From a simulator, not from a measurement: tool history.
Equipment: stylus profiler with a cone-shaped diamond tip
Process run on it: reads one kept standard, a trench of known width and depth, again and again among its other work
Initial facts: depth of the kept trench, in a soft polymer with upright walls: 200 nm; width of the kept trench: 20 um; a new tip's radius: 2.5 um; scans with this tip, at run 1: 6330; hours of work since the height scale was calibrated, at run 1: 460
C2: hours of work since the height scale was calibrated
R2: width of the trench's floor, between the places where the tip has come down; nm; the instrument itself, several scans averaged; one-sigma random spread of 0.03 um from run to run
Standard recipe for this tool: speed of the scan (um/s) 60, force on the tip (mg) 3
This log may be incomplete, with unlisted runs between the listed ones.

run 1 hour=0 | speed_of_the_scan_(um/s)=60 force_on_the_tip_(mg)=3 | scans_with_this_tip=6330 C2=460 | depth_of_the_trench_(Å)=2025.1 R2=16640
run 2 hour=53.6 | speed_of_the_scan_(um/s)=60 force_on_the_tip_(mg)=3 | scans_with_this_tip=6884 C2=500 | depth_of_the_trench_(Å)=2025.7 R2=16560
run 3 hour=88 | speed_of_the_scan_(um/s)=60 force_on_the_tip_(mg)=3 | scans_with_this_tip=7239 C2=526 | depth_of_the_trench_(Å)=2026.8 R2=16480
run 4 hour=119.1 | speed_of_the_scan_(um/s)=60 force_on_the_tip_(mg)=3 | scans_with_this_tip=7560 C2=550 | depth_of_the_trench_(Å)=2025 R2=16450
run 5 hour=174.6 | speed_of_the_scan_(um/s)=60 force_on_the_tip_(mg)=3 | scans_with_this_tip=8134 C2=591 | depth_of_the_trench_(Å)=2025.1 R2=16320
run 6 hour=215.8 | speed_of_the_scan_(um/s)=60 force_on_the_tip_(mg)=3 | scans_with_this_tip=8560 C2=622 | depth_of_the_trench_(Å)=2025.2 R2=16320
run 7 hour=245 | speed_of_the_scan_(um/s)=60 force_on_the_tip_(mg)=3 | scans_with_this_tip=8861 C2=644 | depth_of_the_trench_(Å)=2023.9 R2=16250
-- hour=274.2 new tip fitted, height scale calibrated
run 8 hour=283.9 | speed_of_the_scan_(um/s)=60 force_on_the_tip_(mg)=3 | scans_with_this_tip=100 C2=7 | depth_of_the_trench_(Å)=2031.9 R2=17730
run 9 hour=310.3 | speed_of_the_scan_(um/s)=60 force_on_the_tip_(mg)=3 | scans_with_this_tip=373 C2=27 | depth_of_the_trench_(Å)=2032 R2=17750

Run 10 has not been measured yet. What should we expect?
run 10 hour=366.7 | speed_of_the_scan_(um/s)=60 force_on_the_tip_(mg)=1.43 | scans_with_this_tip=956 C2=69 | depth_of_the_trench_(Å)=? R2=?

Logged for run 10: depth of the trench (Å) 2019.1, R2 17410 nm.
Take away the tool's hidden state, keep the run-to-run variation as it was, and the same run would have given depth of the trench (Å) 2019, R2 17660 nm.
